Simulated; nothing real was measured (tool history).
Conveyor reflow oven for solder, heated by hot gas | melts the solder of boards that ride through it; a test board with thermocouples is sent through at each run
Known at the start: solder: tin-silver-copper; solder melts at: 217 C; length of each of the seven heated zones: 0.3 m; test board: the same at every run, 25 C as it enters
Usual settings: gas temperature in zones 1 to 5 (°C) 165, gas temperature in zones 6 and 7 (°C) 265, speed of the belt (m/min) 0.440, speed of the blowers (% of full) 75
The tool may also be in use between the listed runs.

run	hour	gas temperature in zones 1 to 5 (°C)	gas temperature in zones 6 and 7 (°C)	speed of the belt (m/min)	speed of the blowers (% of full)	highest temperature of the board (°C)	time above the solder's melting point (s)
1	0.0	165	265	0.440	75	248.4	55.6
2	57.9	165	265	0.440	75	248.5	55.8
3	106.2	165	265	0.440	75	248.8	55.7
4	143.6	165	265	0.440	75	248.6	55.6
5	204.0	165	265	0.440	75	248.3	55.5
6	249.6	165	265	0.440	75	248.1	55.1
7	308.4	165	265	0.440	75	247.6	55.1
8	344.1	165	265	0.525	75	240.8	39.0
9	397.1	165	265	0.525	75	240.5	38.4
10	453.8	165	265	0.440	75	247.3	54.3
11	510.0	165	265	0.440	75	245.7	52.5
12	549.5	165	265	0.440	75	245.6	53.1
13	604.0	165	265	0.432	75	246.3	54.8
14	653.3	165	260	0.432	75	242.1	50.2
15	692.1	165	265	0.440	75	245.8	52.4
16	747.3	165	265	0.440	75	245.2	52.6
17	788.9	165	268	0.393	82	253.4	67.5
18	851.4	165	268	0.393	82	255.9	71.1
19	903.3	165	258	0.395	75	245.5	61.5
20	954.2	162	276	0.424	53	254.4	61.1
21	995.2	165	278	0.507	78	255.6	52.4
22	1039.5	174	273	0.520	86	253.1	53.1
23	1065.5	174	273	0.520	66	249.3	48.9
24	1123.2	165	260	0.440	62	241.2	48.8
25	1153.5	165	260	0.440	62	241.7	48.5
26	1211.9	165	269	0.480	51	242.6	43.6
27	1258.2	151	269	0.480	51	238.9	35.9
28	1291.8	177	258	0.480	51	236.0	41.1
29	1332.1	165	277	0.471	75	255.4	57.3
30	1384.9	165	266	0.440	75	248.1	55.7
31	1441.1	169	275	0.464	60	252.2	55.2

Not shown: 3 entries that the log had between the listed runs. Between which runs, and how does the tool's hidden state differ before and after?
Between runs 10 and 11: flux residue cleaned out of gas plates and filters (hour 484.6)
  heat that the gas passes to the board, % of a clean oven's: 92.9 -> 89.1; belt's true speed, % of the reading: 98.71 -> 98.67; true gas temperature in zones 6 and 7 over the reading, C: -0.78 -> -0.84
  measured less the result without the state, highest temperature of the board (°C): -2.0 -> -3.2; time above the solder's melting point (s): -1.5 -> -2.9
Between runs 16 and 17: thermocouples of zones 6 and 7 changed (hour 776.8)
  heat that the gas passes to the board, % of a clean oven's: 87.1 -> 86.8; belt's true speed, % of the reading: 98.45 -> 98.42; true gas temperature in zones 6 and 7 over the reading, C: -1.12 -> -0.5
  measured less the result without the state, highest temperature of the board (°C): -3.9 -> -3.2; time above the solder's melting point (s): -3.7 -> -2.3
Between runs 17 and 18: flux residue cleaned out of gas plates and filters, once more (hour 825.0)
  heat that the gas passes to the board, % of a clean oven's: 86.8 -> 99; belt's true speed, % of the reading: 98.42 -> 98.37; true gas temperature in zones 6 and 7 over the reading, C: -0.5 -> -0.57
  measured less the result without the state, highest temperature of the board (°C): -3.2 -> -0.3; time above the solder's melting point (s): -2.3 -> +1.0
